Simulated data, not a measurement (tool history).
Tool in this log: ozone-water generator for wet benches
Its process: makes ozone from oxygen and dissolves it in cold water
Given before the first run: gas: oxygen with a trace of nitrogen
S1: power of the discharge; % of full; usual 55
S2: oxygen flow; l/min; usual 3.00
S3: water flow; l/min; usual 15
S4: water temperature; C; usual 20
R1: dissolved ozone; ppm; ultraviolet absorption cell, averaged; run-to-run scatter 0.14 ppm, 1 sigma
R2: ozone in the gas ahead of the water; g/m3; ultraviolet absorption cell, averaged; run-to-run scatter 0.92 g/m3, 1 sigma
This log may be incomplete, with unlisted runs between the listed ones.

run    hour  S1    S2  S3  S4    R1     R2
  1     0.0  55  3.00  15  20  14.9  153.0
  2    59.8  55  3.00  15  20  14.7  152.5
  3   110.5  55  3.00  15  20  14.7  152.7
  4   201.8  55  3.00  15  14  15.8  152.8
  5   301.3  55  3.00  11  20  18.9  152.1
  6   357.3  55  3.00  14  20  15.5  152.6
  7   425.4  55  3.00  14  20  15.6  152.0
  8   495.8  55  3.00  14  20  15.6  152.0
  9   582.2  76  3.00  15  20  19.1  198.9
 10   673.0  68  3.00  15  20  17.6  181.2
 11   726.8  68  3.00  15  20  17.5  179.9
 12   826.3  68  3.00  15  20  17.5  181.0
 13   925.7  68  3.00  15  20  17.6  181.3
 14  1005.5  68  3.00  15  20  17.4  180.2
 15  1089.3  52  4.22  14  23  13.3  113.0
     1100.5  -- water thermometer calibrated
 16  1184.8  52  4.22  14  23  13.3  113.8
 17  1253.6  97  3.00  15  20  23.6  242.4
     1337.9  -- water thermometer calibrated, once more
 18  1342.5  97  3.00  15  20  23.6  240.9
 19  1427.1  55  3.00  15  24  13.3  149.1
 20  1503.4  64  3.00  19  20  13.3  168.9
 21  1550.7  55  2.49  23  20   9.4  171.1
 22  1612.7  69  2.49  18  15  15.5  203.7
 23  1671.8  69  1.91  14  15  20.2  246.8
 24  1780.0  58  1.67  20  15  11.4  232.7
 25  1869.3  58  1.67  20  15  11.5  234.1
 26  1921.1  41  3.00  15  23  10.7  117.6
 27  2023.4  55  3.00  11  14  20.4  149.2

Had the tool no unlogged condition, and each run kept its random variation, what would the results have been?
Unlogged tool condition in this case: yield of the discharge, % of new electrodes'; contactor's efficiency, % of a clean one's; true water temperature over the reading, C; drift of the gauge itself on ozone_ppm, %; drift of the gauge itself on gas_g_m3, %.
run    R1     R2
  1  15.3  154.5
  2  15.1  154.2
  3  15.1  154.4
  4  16.3  154.7
  5  19.4  154.2
  6  16.0  154.8
  7  16.1  154.3
  8  16.2  154.5
  9  19.9  203.5
 10  18.3  185.3
 11  18.2  184.0
 12  18.2  185.5
 13  18.4  186.1
 14  18.2  185.1
 15  13.8  115.5
 16  13.9  116.4
 17  25.0  252.4
 18  25.0  251.2
 19  13.9  153.2
 20  14.0  174.5
 21   9.9  176.0
 22  16.4  211.3
 23  21.4  256.2
 24  12.1  240.6
 25  12.2  242.3
 26  11.1  120.3
 27  21.4  154.4
